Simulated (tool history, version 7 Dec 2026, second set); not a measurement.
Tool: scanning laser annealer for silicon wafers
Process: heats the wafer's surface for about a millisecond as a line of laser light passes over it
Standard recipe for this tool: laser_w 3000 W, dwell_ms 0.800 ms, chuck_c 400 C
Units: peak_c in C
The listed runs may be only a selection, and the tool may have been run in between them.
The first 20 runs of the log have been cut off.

run   hour  laser_w  dwell_ms  chuck_c  peak_c
 21  559.3     3133     0.719      399    1130
     567.6  -- window over the wafer cleaned, once more
 22  583.0     3000     0.880      425    1204
 23  609.9     3000     0.880      425    1207
 24  641.8     3259     0.880      420    1276
 25  677.8     3259     0.880      420    1272
 26  700.0     3259     0.601      390    1108
 27  739.8     3259     0.601      390    1109
 28  762.5     2790     0.904      437    1167
     795.1  -- optics aligned, line set to its width
 29  795.5     2935     0.720      417    1123
 30  817.1     2926     0.676      434    1116
 31  850.5     3000     0.651      395    1084
 32  872.5     2708     0.674      395    1019
 33  907.3     3000     0.787      362    1109
 34  941.9     3000     0.800      365    1114

Branching from run 34: 5 alternative next runs. What would each branch give?
  A  979.0     3000     0.866      399       ?
  B  979.0     3000     0.868      400       ?
  C  979.0     2828     0.762      425       ?
  D  979.0     3099     0.931      406       ?
  E  979.0     2814     0.787      378       ?

run  peak_c
  A    1172
  B    1177
  C    1111
  D    1235
  E    1075
Stripped of hidden state, with their random variation kept, the same runs would have yielded:
run  peak_c
  A    1185
  B    1191
  C    1123
  D    1250
  E    1087
